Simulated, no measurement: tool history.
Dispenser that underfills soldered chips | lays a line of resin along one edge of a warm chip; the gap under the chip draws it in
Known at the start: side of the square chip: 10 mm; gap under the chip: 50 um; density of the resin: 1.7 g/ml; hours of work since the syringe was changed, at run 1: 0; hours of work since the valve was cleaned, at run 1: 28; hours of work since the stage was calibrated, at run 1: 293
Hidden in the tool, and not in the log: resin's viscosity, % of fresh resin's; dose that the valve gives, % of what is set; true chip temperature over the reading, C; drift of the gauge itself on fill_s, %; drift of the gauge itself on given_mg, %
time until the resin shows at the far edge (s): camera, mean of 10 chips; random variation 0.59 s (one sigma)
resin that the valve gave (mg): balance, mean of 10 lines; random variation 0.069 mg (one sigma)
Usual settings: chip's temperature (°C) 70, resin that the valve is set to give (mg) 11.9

run   hour  chip's temperature (°C)  resin that the valve is set to give (mg)  hours of work since the syringe was changed  hours of work since the valve was cleaned  hours of work since the stage was calibrated  time until the resin shows at the far edge (s)  resin that the valve gave (mg)
  1      0                       70                                      11.9                                            0                                         28                                           293                                            54.9                           11.64
  2    6.5                       70                                      11.9                                            5                                         33                                           298                                            67.8                           11.46
       8.5  -- new syringe of resin
  3   13.8                       70                                      11.9                                            4                                         38                                           303                                            64.8                           11.57
      17.8  -- new syringe of resin
  4   23.4                       70                                      11.9                                            4                                         45                                           310                                            67.3                           11.41
      27.1  -- new syringe of resin
  5   30.9                       70                                      11.9                                            3                                         51                                           315                                            62.8                           11.39
        36  -- new syringe of resin
  6   41.7                       70                                      11.9                                            4                                         59                                           323                                              66                           11.15
      45.2  -- new syringe of resin
  7     52                       70                                      13.3                                            5                                         66                                           330                                            69.6                           12.57
      54.2  -- new syringe of resin
      62.9  -- new syringe of resin
  8   66.6                       70                                      12.5                                            3                                         77                                           341                                            63.2                           11.62
      71.9  -- new syringe of resin
  9   73.9                       70                                      12.5                                            2                                         82                                           346                                            60.4                           11.63
      80.8  -- new syringe of resin
 10   85.1                       70                                      12.5                                            3                                         90                                           354                                            63.9                           11.51
      89.8  -- new syringe of resin
 11   93.5                       69                                      11.9                                            3                                         96                                           360                                            67.5                           10.98
      98.5  -- new syringe of resin
 12  106.1                       66                                      11.9                                            6                                        105                                           370                                            88.6                           10.94
     107.2  -- new syringe of resin
     116.5  -- new syringe of resin
 13  120.5                       70                                      11.9                                            3                                        116                                           380                                            65.2                           10.63
       125  -- new syringe of resin
 14  127.4                       63                                        11                                            2                                        121                                           385                                            91.4                            9.91
     133.5  -- new syringe of resin
 15  140.7                       63                                        11                                            5                                        130                                           395                                           103.6                            9.79
     142.7  -- new syringe of resin
 16  147.1                       69                                      11.7                                            3                                        135                                           399                                            72.2                           10.49
     149.3  -- dispensing valve cleaned and set on the balance
     152.8  -- new syringe of resin
 17    155                       70                                      10.4                                            2                                          4                                           404                                            62.3                           10.45
     161.7  -- new syringe of resin
 18  163.2                       57                                      13.5                                            1                                         10                                           410                                           109.1                           13.46
       171  -- new syringe of resin
 19  176.5                       72                                      13.5                                            4                                         20                                           420                                              61                           13.34
     180.2  -- new syringe of resin
 20  187.7                       72                                      13.5                                            6                                         28                                           428                                            63.9                           13.28
     189.2  -- new syringe of resin
 21  194.5                       79                                      12.5                                            4                                         33                                           433                                            45.4                            12.2
     198.4  -- new syringe of resin
 22  205.6                       79                                      12.5                                            5                                         41                                           441                                            48.3                           12.19
     207.6  -- new syringe of resin
 23  212.1                       72                                      14.6                                            3                                         45                                           446                                            58.5                           14.04
     216.2  -- new syringe of resin
 24  223.9                       72                                      14.6                                            6                                         54                                           454                                            64.2                           13.79
     224.8  -- new syringe of resin
       234  -- new syringe of resin
 25  236.6                       72                                      14.6                                            2                                         63                                           463                                            53.5                            13.7

Forecast each of these 4 alternatives for the next run:
       243  -- new syringe of resin
  A  244.5                       83                                      12.4                                            1                                         69                                           469                                               ?                               ?
       243  -- new syringe of resin
  B  244.5                       67                                      15.1                                            1                                         69                                           469                                               ?                               ?
       243  -- new syringe of resin
  C  244.5                       79                                      11.1                                            1                                         69                                           469                                               ?                               ?
       243  -- new syringe of resin
  D  244.5                       61                                      12.2                                            1                                         69                                           469                                               ?                               ?

run  time until the resin shows at the far edge (s)  resin that the valve gave (mg)
  A                                            34.8                           11.76
  B                                            70.7                           14.18
  C                                            42.4                           10.52
  D                                            96.4                           11.57
Without the tool's hidden state the same runs would have given:
run  time until the resin shows at the far edge (s)  resin that the valve gave (mg)
  A                                            28.2                            12.5
  B                                            57.3                           15.08
  C                                            34.1                           11.19
  D                                            77.1                           12.31
